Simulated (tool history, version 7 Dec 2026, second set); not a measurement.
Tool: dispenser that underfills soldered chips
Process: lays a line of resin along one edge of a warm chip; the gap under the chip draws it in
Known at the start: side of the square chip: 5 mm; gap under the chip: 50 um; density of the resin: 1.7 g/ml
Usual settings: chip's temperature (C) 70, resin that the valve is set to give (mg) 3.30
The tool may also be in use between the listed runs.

run,day,chip's temperature (C),resin that the valve is set to give (mg),time until the resin shows at the far edge (s),resin that the valve gave (mg)
1,0.000,70,3.30,28.6,3.14
2,0.121,70,3.30,30.4,3.17
# day 0.229: new syringe of resin
3,0.250,67,3.30,28.5,3.20
4,0.379,67,3.30,31.2,3.19
# day 0.600: new syringe of resin
5,0.612,67,3.30,28.6,3.17
6,0.833,70,3.30,29.3,3.13
# day 0.983: new syringe of resin
7,0.992,60,3.30,38.7,3.18
# day 1.154: dispensing valve cleaned and set on the balance
8,1.229,60,3.30,43.5,3.29
9,1.321,60,3.98,45.9,3.95
# day 1.417: new syringe of resin
10,1.529,70,3.30,26.6,3.30
11,1.733,70,3.30,30.8,3.29
# day 1.796: new syringe of resin
12,1.896,70,3.30,26.3,3.30
13,1.983,70,3.30,27.9,3.26
14,2.125,70,3.30,30.7,3.26
# day 2.183: new syringe of resin
15,2.267,70,3.30,26.3,3.26
16,2.462,70,3.30,29.5,3.26
# day 2.562: new syringe of resin
17,2.692,70,3.30,26.9,3.27
18,2.850,73,3.30,26.3,3.27
# day 2.938: new syringe of resin
19,3.083,73,3.30,24.6,3.25
20,3.242,72,3.05,28.3,3.00
# day 3.317: new syringe of resin
21,3.388,65,2.85,34.2,2.81
22,3.583,84,2.81,17.1,2.78
# day 3.704: new syringe of resin
23,3.758,63,3.37,34.2,3.28
24,3.871,61,3.12,40.6,3.04
# day 4.075: new syringe of resin
25,4.096,61,3.12,38.7,3.05
26,4.288,82,4.09,17.1,3.96
# day 4.450: new syringe of resin
27,4.475,70,3.60,23.8,3.48
28,4.583,81,4.12,16.2,4.01
29,4.738,60,3.84,44.6,3.74
# day 4.829: new syringe of resin
30,4.850,67,3.11,29.0,3.01
31,4.979,68,3.46,29.4,3.33
32,5.104,60,4.02,45.0,3.88
# day 5.217: new syringe of resin
33,5.296,60,3.75,40.2,3.58
34,5.458,60,3.08,45.6,2.98
# day 5.592: new syringe of resin
35,5.592,60,4.29,37.6,4.16
36,5.708,70,3.85,25.1,3.72
37,5.892,77,3.30,21.0,3.19

Some steps in time until the resin shows at the far edge (s) between neighbouring runs. How much of each would the tool show without its hidden state too (settings, what came in, random variation), and how much is left for the hidden state, with any gauge scatter that isn't in both results?
The hidden state here: resin's viscosity, % of fresh resin's; dose that the valve gives, % of what is set; true chip temperature over the reading, C; drift of the gauge itself on fill_s, %; drift of the gauge itself on given_mg, %.
Run 9 -> 10: chip's temperature (C) 60 -> 70, resin that the valve is set to give (mg) 3.98 -> 3.30, new syringe of resin. time until the resin shows at the far edge (s) -19.3: hidden state -5.7, all else -13.6.
Run 25 -> 26: chip's temperature (C) 61 -> 82, resin that the valve is set to give (mg) 3.12 -> 4.09. time until the resin shows at the far edge (s) -21.6: hidden state +1.6, all else -23.2.
Run 28 -> 29: chip's temperature (C) 81 -> 60, resin that the valve is set to give (mg) 4.12 -> 3.84. time until the resin shows at the far edge (s) +28.4: hidden state +5.8, all else +22.6.
Run 29 -> 30: chip's temperature (C) 60 -> 67, resin that the valve is set to give (mg) 3.84 -> 3.11, new syringe of resin. time until the resin shows at the far edge (s) -15.6: hidden state -6.4, all else -9.2.
Run 34 -> 35: resin that the valve is set to give (mg) 3.08 -> 4.29, new syringe of resin. time until the resin shows at the far edge (s) -8.0: hidden state -7.9, all else -0.1.

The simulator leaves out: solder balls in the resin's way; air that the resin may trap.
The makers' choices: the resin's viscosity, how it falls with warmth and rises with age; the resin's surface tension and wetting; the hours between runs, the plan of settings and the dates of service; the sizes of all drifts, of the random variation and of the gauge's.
